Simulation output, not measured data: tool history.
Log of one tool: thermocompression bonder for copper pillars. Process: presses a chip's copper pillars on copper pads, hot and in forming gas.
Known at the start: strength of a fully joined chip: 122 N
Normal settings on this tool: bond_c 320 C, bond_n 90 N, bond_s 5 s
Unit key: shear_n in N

{"run": 1, "hour": 0.0, "bond_c": 320, "bond_n": 90, "bond_s": 5, "shear_n": 78.1}
{"run": 2, "hour": 19.6, "bond_c": 320, "bond_n": 90, "bond_s": 5, "shear_n": 76.7}
{"run": 3, "hour": 35.5, "bond_c": 320, "bond_n": 90, "bond_s": 5, "shear_n": 77.4}
{"run": 4, "hour": 60.4, "bond_c": 320, "bond_n": 90, "bond_s": 5, "shear_n": 77.2}
{"run": 5, "hour": 96.4, "bond_c": 320, "bond_n": 90, "bond_s": 5, "shear_n": 77.8}
{"run": 6, "hour": 112.7, "bond_c": 320, "bond_n": 90, "bond_s": 5, "shear_n": 77.5}
{"run": 7, "hour": 142.5, "bond_c": 320, "bond_n": 90, "bond_s": 5, "shear_n": 76.8}
{"run": 8, "hour": 175.6, "bond_c": 320, "bond_n": 90, "bond_s": 5, "shear_n": 77.4}
{"run": 9, "hour": 194.5, "bond_c": 320, "bond_n": 90, "bond_s": 5, "shear_n": 76.9}
{"run": 10, "hour": 221.1, "bond_c": 320, "bond_n": 90, "bond_s": 5, "shear_n": 78}
{"run": 11, "hour": 246.8, "bond_c": 320, "bond_n": 68, "bond_s": 5, "shear_n": 66}
{"run": 12, "hour": 280.8, "bond_c": 320, "bond_n": 68, "bond_s": 5, "shear_n": 66.7}

The next listed run, before its measurement:
{"run": 13, "hour": 297.5, "bond_c": 320, "bond_n": 68, "bond_s": 5, "shear_n": "?"}

shear_n: 66.9 N
Without the tool's hidden state the same run would have given shear_n 63.4 N.
